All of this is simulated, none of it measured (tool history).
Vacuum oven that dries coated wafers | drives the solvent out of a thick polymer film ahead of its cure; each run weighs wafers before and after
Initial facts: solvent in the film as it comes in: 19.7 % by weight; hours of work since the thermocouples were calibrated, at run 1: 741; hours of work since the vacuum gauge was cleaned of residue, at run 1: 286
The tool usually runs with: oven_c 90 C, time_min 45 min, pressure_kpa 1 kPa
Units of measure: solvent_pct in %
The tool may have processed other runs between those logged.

run,hour,oven_c,time_min,pressure_kpa,hours of work since the thermocouples were calibrated,hours of work since the vacuum gauge was cleaned of residue,solvent_pct
1,0,90,45,1,741,286,1.182
2,16.9,90,45,1,748,293,1.178
3,36,90,45,1.95,757,302,1.406
4,48.2,90,74,1,763,308,0.401
5,70.7,90,74,1,773,318,0.397
6,92.4,90,74,1,783,328,0.405
# hour 95.4: vacuum gauge cleaned of residue and calibrated
7,120.8,90,45,1.6,795,12,1.323
8,136.8,90,45,1.6,802,19,1.326
9,160.4,90,77,1,813,29,0.387
10,181.6,82,51,0.86,822,39,1.879
11,195.4,104,41,0.61,829,45,0.277
12,210.3,103,41,3.43,835,52,0.739
13,227.8,75,52,1,843,60,3.224
# hour 235.4: vacuum gauge cleaned of residue and calibrated, once more
14,246.4,75,52,1,851,5,3.194

For each run, the measured value with the value that run would have given without the tool's hidden condition subtracted. The run-to-run variation is shared by both, the gauge scatter possibly not:
Hidden state at play: true wafer temperature over the reading, C; true pressure over the reading, kPa; drift of the gauge itself on solvent_pct, %.
run,solvent_pct
1,-0.028
2,-0.028
3,-0.031
4,-0.004
5,-0.003
6,-0.003
7,-0.028
8,-0.028
9,+0.004
10,-0.041
11,-0.003
12,-0.009
13,-0.061
14,-0.091
